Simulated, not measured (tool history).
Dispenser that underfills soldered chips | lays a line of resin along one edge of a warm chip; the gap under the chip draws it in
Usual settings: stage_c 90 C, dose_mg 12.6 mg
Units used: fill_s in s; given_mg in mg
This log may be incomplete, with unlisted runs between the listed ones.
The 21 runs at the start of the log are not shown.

run	hour	stage_c	dose_mg	hours of work since the syringe was changed	hours of work since the valve was cleaned	hours of work since the stage was calibrated	fill_s	given_mg
# hour 154.3: new syringe of resin
# hour 163.2: new syringe of resin
22	164.8	97	16.4	1	69	236	99	15.78
23	170	97	16.4	5	73	240	143.6	15.67
# hour 171.6: new syringe of resin
24	177	96	14	4	79	246	136.7	13.3
# hour 179.9: new syringe of resin
25	184.5	87	14	4	84	251	192.3	13.24
# hour 188.2: new syringe of resin
26	190.8	79	15.9	2	89	256	242.3	15.15
# hour 197: new syringe of resin
27	200.8	99	15.3	3	97	264	101.9	14.31
# hour 205.2: new syringe of resin
28	205.7	99	15.3	0	100	267	84.3	14.39
# hour 213.3: new syringe of resin
29	214.6	99	15.3	1	107	274	88.2	14.26
# hour 222: new syringe of resin
30	222	82	12	0	113	280	188.7	11.17
31	228.1	82	12	5	117	285	280.3	11.13
# hour 230.3: new syringe of resin
32	235.4	82	12	4	123	290	266.2	11.24
# hour 238.7: new syringe of resin
33	240.6	92	14	2	127	294	129.3	12.89

Branching from run 33: 3 alternative next runs. What would each branch give?
# hour 244.6: dispensing valve cleaned and set on the balance
# hour 247.9: new syringe of resin
A	250.5	93	14	2	4	301	?	?
# hour 244.6: dispensing valve cleaned and set on the balance
# hour 247.9: new syringe of resin
B	250.5	92	12.7	2	4	301	?	?
# hour 244.6: dispensing valve cleaned and set on the balance
# hour 247.9: new syringe of resin
C	250.5	100	11.4	2	4	301	?	?

run	fill_s	given_mg
A	126	13.91
B	136.8	12.7
C	98	11.36
The same runs, with their run-to-run variation unchanged, on a tool lacking any hidden condition would have given:
run	fill_s	given_mg
A	98.9	13.97
B	107.4	12.75
C	77	11.41

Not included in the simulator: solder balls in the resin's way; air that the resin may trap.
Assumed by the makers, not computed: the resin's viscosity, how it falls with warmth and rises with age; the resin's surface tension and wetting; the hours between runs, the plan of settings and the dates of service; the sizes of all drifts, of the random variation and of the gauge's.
